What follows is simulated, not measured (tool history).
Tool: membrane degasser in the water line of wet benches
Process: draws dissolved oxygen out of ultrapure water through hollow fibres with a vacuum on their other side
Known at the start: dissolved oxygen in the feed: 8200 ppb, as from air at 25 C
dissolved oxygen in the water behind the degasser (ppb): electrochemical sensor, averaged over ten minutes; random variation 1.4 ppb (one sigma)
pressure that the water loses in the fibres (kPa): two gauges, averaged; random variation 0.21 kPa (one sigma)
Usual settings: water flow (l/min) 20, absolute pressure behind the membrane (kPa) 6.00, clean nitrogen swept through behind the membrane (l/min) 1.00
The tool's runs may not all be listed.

| run | hour | water flow (l/min) | absolute pressure behind the membrane (kPa) | clean nitrogen swept through behind the membrane (l/min) | dissolved oxygen in the water behind the degasser (ppb) | pressure that the water loses in the fibres (kPa) |
|---|---|---|---|---|---|---|
| 1 | 0.0 | 20 | 6.00 | 1.00 | 136.4 | 47.94 |
| 2 | 64.6 | 20 | 6.00 | 1.00 | 134.8 | 48.25 |
| 3 | 126.2 | 20 | 6.00 | 1.15 | 118.5 | 48.46 |
| 4 | 206.3 | 20 | 6.00 | 1.15 | 120.1 | 48.25 |
| 5 | 279.0 | 20 | 6.00 | 1.15 | 121.6 | 48.53 |
| 6 | 320.0 | 20 | 6.00 | 1.15 | 119.7 | 48.18 |
| 7 | 396.8 | 20 | 6.00 | 1.15 | 120.4 | 48.61 |
| 8 | 451.7 | 20 | 6.00 | 1.00 | 133.7 | 48.52 |
| 9 | 487.2 | 20 | 6.00 | 1.00 | 132.9 | 48.62 |
| 10 | 540.8 | 31 | 6.00 | 1.00 | 266.7 | 74.89 |
| 11 | 616.8 | 20 | 6.00 | 2.52 | 64.2 | 48.91 |
| 12 | 678.2 | 20 | 6.00 | 1.00 | 133.7 | 48.93 |
| 13 | 741.2 | 20 | 6.00 | 1.00 | 134.6 | 48.56 |
| 14 | 808.7 | 20 | 6.00 | 1.00 | 132.6 | 48.60 |
| 15 | 886.6 | 20 | 6.00 | 1.28 | 111.6 | 49.12 |
| 16 | 930.8 | 21 | 9.61 | 0.77 | 377.4 | 51.30 |
| 17 | 1011.0 | 19 | 6.00 | 1.00 | 127.3 | 46.38 |
| 18 | 1077.4 | 30 | 7.44 | 0.44 | 557.4 | 73.52 |
| 19 | 1149.0 | 20 | 12.73 | 1.00 | 414.6 | 49.14 |
| 20 | 1184.9 | 15 | 6.11 | 1.70 | 63.4 | 36.91 |
| 21 | 1237.2 | 15 | 6.11 | 1.70 | 63.0 | 37.35 |
| 22 | 1299.7 | 29 | 4.21 | 1.70 | 106.3 | 71.40 |
| 23 | 1379.2 | 20 | 4.21 | 0.75 | 68.8 | 48.50 |
| 24 | 1433.6 | 20 | 5.87 | 0.75 | 163.9 | 48.32 |
| 25 | 1497.2 | 20 | 5.87 | 0.75 | 162.9 | 48.49 |

Taken out of this log: 1 entry between the listed runs. Where each belongs, and how the hidden state differs across it:
Between runs 22 and 23: gauge calibrated (hour 1307.9)
  drift of the gauge itself on loss_of_pressure_kpa, %: 2.48 -> 0.14
  measured less the result without the state, pressure that the water loses in the fibres (kPa): +1.74 -> +0.07
